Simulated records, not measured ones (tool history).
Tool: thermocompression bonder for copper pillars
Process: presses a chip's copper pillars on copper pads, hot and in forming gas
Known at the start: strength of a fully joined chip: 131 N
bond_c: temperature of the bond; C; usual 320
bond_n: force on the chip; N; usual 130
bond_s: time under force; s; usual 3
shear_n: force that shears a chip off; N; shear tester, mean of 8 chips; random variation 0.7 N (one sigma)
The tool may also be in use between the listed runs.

run    hour  bond_c  bond_n  bond_s  shear_n
  1       0     320     130       3     48.9
       78.2  -- heater calibrated with a thermocouple chip
  2    90.3     320     130       3     48.6
      110.4  -- forming gas filter changed
  3   137.9     320     130       3     47.9
  4     201     320     110       3     42.6
  5   280.4     320     110       3     42.6
  6   364.5     320     130       3       49
  7   433.5     320     130       3     49.1
  8   506.2     320     130       3     50.3
      556.2  -- forming gas filter changed
  9   584.7     320     130       3     49.8
 10   647.7     320     130       3     49.2
 11   736.2     320     130       3     48.4
 12   787.5     320     130       3     49.6
 13   860.1     320      98       3     37.7
 14   934.8     320      98       3     38.7
      942.9  -- heater calibrated with a thermocouple chip
     1004.4  -- forming gas filter changed
 15    1017     320      98       3     38.4
 16    1063     320     130       2     42.3
 17  1141.9     320     130       2     41.9
 18  1179.6     320     130       2     41.9
 19    1249     320     130       2     41.9
 20  1333.8     320     130       2     41.5
 21    1381     347     130       4     66.8
 22  1417.8     347     102       4       56
     1451.2  -- forming gas filter changed
 23  1507.1     338      98       2     38.6
 24  1594.8     338      98       2     38.9
 25  1639.5     320      86       5     41.6
 26  1711.3     320     144       4     59.2
 27  1791.7     314     142       3     50.8
     1810.6  -- heater calibrated with a thermocouple chip
 28  1881.9     325     131       4     58.2

The next listed run, before its measurement:
     1898.1  -- force cell calibrated
     1898.6  -- forming gas filter changed
 29  1937.8     340     112       4        ?

shear_n: 57.5 N
Without the tool's hidden state the same run would have given shear_n 57.5 N.
